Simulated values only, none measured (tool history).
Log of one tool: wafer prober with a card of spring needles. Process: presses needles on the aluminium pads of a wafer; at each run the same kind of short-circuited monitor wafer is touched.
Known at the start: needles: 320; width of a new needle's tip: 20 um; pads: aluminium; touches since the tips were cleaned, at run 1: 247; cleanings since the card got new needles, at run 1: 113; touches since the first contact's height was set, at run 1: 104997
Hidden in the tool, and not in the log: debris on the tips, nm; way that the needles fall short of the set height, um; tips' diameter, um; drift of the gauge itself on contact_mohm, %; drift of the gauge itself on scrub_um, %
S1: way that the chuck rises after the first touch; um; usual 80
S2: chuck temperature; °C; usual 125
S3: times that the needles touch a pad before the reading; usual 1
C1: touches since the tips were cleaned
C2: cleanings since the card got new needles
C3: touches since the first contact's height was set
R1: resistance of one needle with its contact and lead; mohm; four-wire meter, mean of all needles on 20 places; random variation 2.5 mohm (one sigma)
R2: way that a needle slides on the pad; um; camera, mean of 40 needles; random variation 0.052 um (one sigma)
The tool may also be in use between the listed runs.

{"run": 1, "hour": 0.0, "S1": 80, "S2": 125, "S3": 1, "C1": 247, "C2": 113, "C3": 104997, "R1": 302, "R2": 17.42}
{"hour": 5.1, "done": "tips cleaned on abrasive film"}
{"hour": 11.4, "done": "tips cleaned on abrasive film"}
{"run": 2, "hour": 14.6, "S1": 80, "S2": 125, "S3": 1, "C1": 1709, "C2": 115, "C3": 112818, "R1": 334, "R2": 17.31}
{"hour": 16.8, "done": "tips cleaned on abrasive film"}
{"hour": 21.9, "done": "tips cleaned on abrasive film"}
{"run": 3, "hour": 25.1, "S1": 80, "S2": 125, "S3": 1, "C1": 1789, "C2": 117, "C3": 118473, "R1": 336, "R2": 17.22}
{"hour": 27.7, "done": "tips cleaned on abrasive film"}
{"hour": 31.6, "done": "height of the first contact set anew"}
{"hour": 34.2, "done": "tips cleaned on abrasive film"}
{"hour": 39.3, "done": "tips cleaned on abrasive film"}
{"run": 4, "hour": 39.6, "S1": 80, "S2": 125, "S3": 1, "C1": 169, "C2": 120, "C3": 4247, "R1": 300, "R2": 18.07}
{"hour": 44.6, "done": "tips cleaned on abrasive film"}
{"hour": 50.7, "done": "tips cleaned on abrasive film"}
{"run": 5, "hour": 51.2, "S1": 80, "S2": 125, "S3": 1, "C1": 231, "C2": 122, "C3": 10451, "R1": 299, "R2": 18.03}
{"hour": 56.3, "done": "tips cleaned on abrasive film"}
{"hour": 61.3, "done": "tips cleaned on abrasive film"}
{"hour": 67.4, "done": "tips cleaned on abrasive film"}
{"hour": 73.5, "done": "tips cleaned on abrasive film"}
{"run": 6, "hour": 74.3, "S1": 80, "S2": 125, "S3": 1, "C1": 457, "C2": 126, "C3": 22865, "R1": 306, "R2": 17.95}
{"hour": 79.4, "done": "tips cleaned on abrasive film"}
{"hour": 84.7, "done": "tips cleaned on abrasive film"}
{"run": 7, "hour": 84.7, "S1": 80, "S2": 125, "S3": 1, "C1": 0, "C2": 128, "C3": 28415, "R1": 297, "R2": 17.77}
{"hour": 89.8, "done": "tips cleaned on abrasive film"}
{"hour": 94.9, "done": "tips cleaned on abrasive film"}
{"hour": 101.0, "done": "tips cleaned on abrasive film"}
{"run": 8, "hour": 101.5, "S1": 80, "S2": 125, "S3": 1, "C1": 270, "C2": 131, "C3": 37384, "R1": 307, "R2": 17.77}
{"hour": 106.6, "done": "tips cleaned on abrasive film"}
{"hour": 112.7, "done": "tips cleaned on abrasive film"}
{"run": 9, "hour": 114.8, "S1": 80, "S2": 125, "S3": 1, "C1": 1151, "C2": 133, "C3": 44525, "R1": 315, "R2": 17.74}
{"hour": 118.7, "done": "tips cleaned on abrasive film"}
{"hour": 124.6, "done": "tips cleaned on abrasive film"}
{"hour": 130.7, "done": "tips cleaned on abrasive film"}
{"run": 10, "hour": 133.4, "S1": 80, "S2": 27, "S3": 1, "C1": 1463, "C2": 136, "C3": 54474, "R1": 307, "R2": 17.69}
{"hour": 135.9, "done": "tips cleaned on abrasive film"}
{"hour": 142.1, "done": "tips cleaned on abrasive film"}
{"hour": 145.2, "done": "tips cleaned on abrasive film, once more"}
{"run": 11, "hour": 145.2, "S1": 72, "S2": 53, "S3": 2, "C1": 0, "C2": 139, "C3": 60744, "R1": 274, "R2": 15.9}
{"hour": 151.1, "done": "tips cleaned on abrasive film"}
{"hour": 156.8, "done": "tips cleaned on abrasive film"}
{"hour": 161.9, "done": "tips cleaned on abrasive film"}
{"run": 12, "hour": 164.3, "S1": 80, "S2": 125, "S3": 1, "C1": 1329, "C2": 142, "C3": 71010, "R1": 324, "R2": 17.68}
{"hour": 168.2, "done": "tips cleaned on abrasive film"}
{"hour": 174.3, "done": "tips cleaned on abrasive film"}
{"run": 13, "hour": 175.7, "S1": 80, "S2": 125, "S3": 1, "C1": 778, "C2": 144, "C3": 77095, "R1": 319, "R2": 17.54}
{"hour": 179.4, "done": "tips cleaned on abrasive film"}
{"hour": 184.5, "done": "tips cleaned on abrasive film"}
{"hour": 190.8, "done": "tips cleaned on abrasive film"}
{"hour": 196.9, "done": "tips cleaned on abrasive film"}
{"run": 14, "hour": 198.4, "S1": 80, "S2": 125, "S3": 1, "C1": 821, "C2": 148, "C3": 89265, "R1": 315, "R2": 17.53}
{"hour": 202.2, "done": "tips cleaned on abrasive film"}
{"hour": 208.3, "done": "tips cleaned on abrasive film"}
{"hour": 213.4, "done": "tips cleaned on abrasive film"}
{"hour": 219.5, "done": "tips cleaned on abrasive film"}
{"run": 15, "hour": 220.6, "S1": 61, "S2": 26, "S3": 3, "C1": 601, "C2": 152, "C3": 101100, "R1": 286, "R2": 13.15}
{"hour": 225.6, "done": "tips cleaned on abrasive film"}
{"hour": 231.6, "done": "tips cleaned on abrasive film"}
{"hour": 237.8, "done": "tips cleaned on abrasive film"}
{"run": 16, "hour": 239.6, "S1": 90, "S2": 26, "S3": 2, "C1": 1003, "C2": 155, "C3": 111323, "R1": 276, "R2": 19.65}
{"hour": 243.3, "done": "tips cleaned on abrasive film"}
{"hour": 249.2, "done": "tips cleaned on abrasive film"}
{"hour": 254.4, "done": "tips cleaned on abrasive film"}
{"run": 17, "hour": 254.4, "S1": 77, "S2": 125, "S3": 1, "C1": 0, "C2": 158, "C3": 119207, "R1": 302, "R2": 16.73}

Forecast each of these 3 alternatives for the next run:
{"hour": 259.5, "done": "height of the first contact set anew"}
{"hour": 260.9, "done": "tips cleaned on abrasive film"}
{"hour": 266.0, "done": "tips cleaned on abrasive film"}
{"hour": 271.1, "done": "tips cleaned on abrasive film"}
{"hour": 277.2, "done": "tips cleaned on abrasive film"}
{"run": "A", "hour": 277.9, "S1": 80, "S2": 125, "S3": 1, "C1": 366, "C2": 162, "C3": 9772, "R1": "?", "R2": "?"}
{"hour": 259.5, "done": "height of the first contact set anew"}
{"hour": 260.9, "done": "tips cleaned on abrasive film"}
{"hour": 266.0, "done": "tips cleaned on abrasive film"}
{"hour": 271.1, "done": "tips cleaned on abrasive film"}
{"hour": 277.2, "done": "tips cleaned on abrasive film"}
{"run": "B", "hour": 277.9, "S1": 91, "S2": 98, "S3": 1, "C1": 366, "C2": 162, "C3": 9772, "R1": "?", "R2": "?"}
{"hour": 259.5, "done": "height of the first contact set anew"}
{"hour": 260.9, "done": "tips cleaned on abrasive film"}
{"hour": 266.0, "done": "tips cleaned on abrasive film"}
{"hour": 271.1, "done": "tips cleaned on abrasive film"}
{"hour": 277.2, "done": "tips cleaned on abrasive film"}
{"run": "C", "hour": 277.9, "S1": 80, "S2": 124, "S3": 2, "C1": 366, "C2": 162, "C3": 9772, "R1": "?", "R2": "?"}

run=A R1=303 R2=17.97
run=B R1=295 R2=20.53
run=C R1=302 R2=17.84
Without the tool's hidden state the same runs would have given:
run=A R1=285 R2=18.03
run=B R1=280 R2=20.59
run=C R1=288 R2=17.91
